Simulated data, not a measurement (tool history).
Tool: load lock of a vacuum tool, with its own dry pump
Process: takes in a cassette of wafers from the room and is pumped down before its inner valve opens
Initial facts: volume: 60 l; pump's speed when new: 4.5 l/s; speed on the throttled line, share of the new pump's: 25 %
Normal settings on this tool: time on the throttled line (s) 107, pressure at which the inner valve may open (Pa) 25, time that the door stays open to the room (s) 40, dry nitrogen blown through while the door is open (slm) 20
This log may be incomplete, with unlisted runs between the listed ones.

run,day,time on the throttled line (s),pressure at which the inner valve may open (Pa),time that the door stays open to the room (s),dry nitrogen blown through while the door is open (slm),"incoming humidity of the room's air, %",time from the closed door until the inner valve may open (s),rise of the pressure with all valves shut (Pa/min)
1,0,107,25,40,20,40.7,198.1,0.234
2,5.804,107,25,102,20,43,198.2,0.26
3,11.171,107,25,102,20,45.8,198.5,0.275
4,17.775,107,25,102,20,42.1,198.9,0.279
5,25.771,107,25,102,20,44.6,198.6,0.3
6,32.279,107,25,102,20,49,196.8,0.313
7,37.158,107,25,102,20,44.4,198.4,0.317
8,43.542,107,25,42,20,44.4,198.4,0.296
9,50.575,107,25,197,20,49.3,200.9,0.368
10,55.754,107,25,197,20,42.3,197.9,0.367
11,64.558,107,25,40,20,46.6,200.9,0.328
12,72.662,107,25,40,20,44.6,199.8,0.332
13,82.442,107,47,40,20,42.9,189.8,0.348
14,88.971,107,47,106,20,45.2,190.9,0.392
15,96.229,107,47,106,20,45.4,191.8,0.41
16,103.396,107,47,106,6,42.8,191,0.439
17,109.062,107,25,214,20,50.7,201.1,0.465
18,117.875,107,28,40,20,44,200.4,0.414
19,125.838,95,20,40,11,43.7,195.9,0.443
20,133.2,95,20,40,11,47.3,195.5,0.454
21,144.992,95,20,64,11,45.2,194.2,0.493
22,156.975,131,44,73,4,44.5,209.1,0.526
23,162.083,107,25,40,5,44.5,199.4,0.527
24,169.408,107,35,112,4,47,196.7,0.567
25,174.779,114,48,112,4,46.7,195.5,0.575
26,186.279,84,25,237,20,43.8,184.7,0.616
27,192.854,91,25,37,20,43.1,190,0.554
# day 202.146: door's seal changed, seat wiped
28,204.517,91,25,29,20,44.3,190.4,0.032
29,209.517,91,19,92,20,42.9,193.1,0.056
30,218.592,91,19,92,20,46.4,195.6,0.058
31,224.875,91,27,92,9,49,189.2,0.085
32,231.992,94,25,157,10,44,190.8,0.107
33,242.725,91,39,45,37,49,184.1,0.049
34,253.779,91,39,45,37,45.2,184.1,0.057
35,259.667,91,39,45,37,40.9,183.8,0.052
36,265.296,141,30,40,20,49.2,224.7,0.07

Below are 4 alternative next runs, each starting from the tool's condition after run 36. Predict each:
A,272.767,119,30,40,20,42.7,?,?
B,272.767,141,30,40,4,50.4,?,?
C,272.767,107,25,31,9,46.1,?,?
D,272.767,161,30,40,18,46.1,?,?

run,time from the closed door until the inner valve may open (s),rise of the pressure with all valves shut (Pa/min)
A,207.1,0.072
B,225.3,0.09
C,201.4,0.073
D,239.3,0.073
Without the tool's hidden state the same runs would have given:
run,time from the closed door until the inner valve may open (s),rise of the pressure with all valves shut (Pa/min)
A,197.7,0.035
B,216.5,0.052
C,191.4,0.036
D,230.8,0.035

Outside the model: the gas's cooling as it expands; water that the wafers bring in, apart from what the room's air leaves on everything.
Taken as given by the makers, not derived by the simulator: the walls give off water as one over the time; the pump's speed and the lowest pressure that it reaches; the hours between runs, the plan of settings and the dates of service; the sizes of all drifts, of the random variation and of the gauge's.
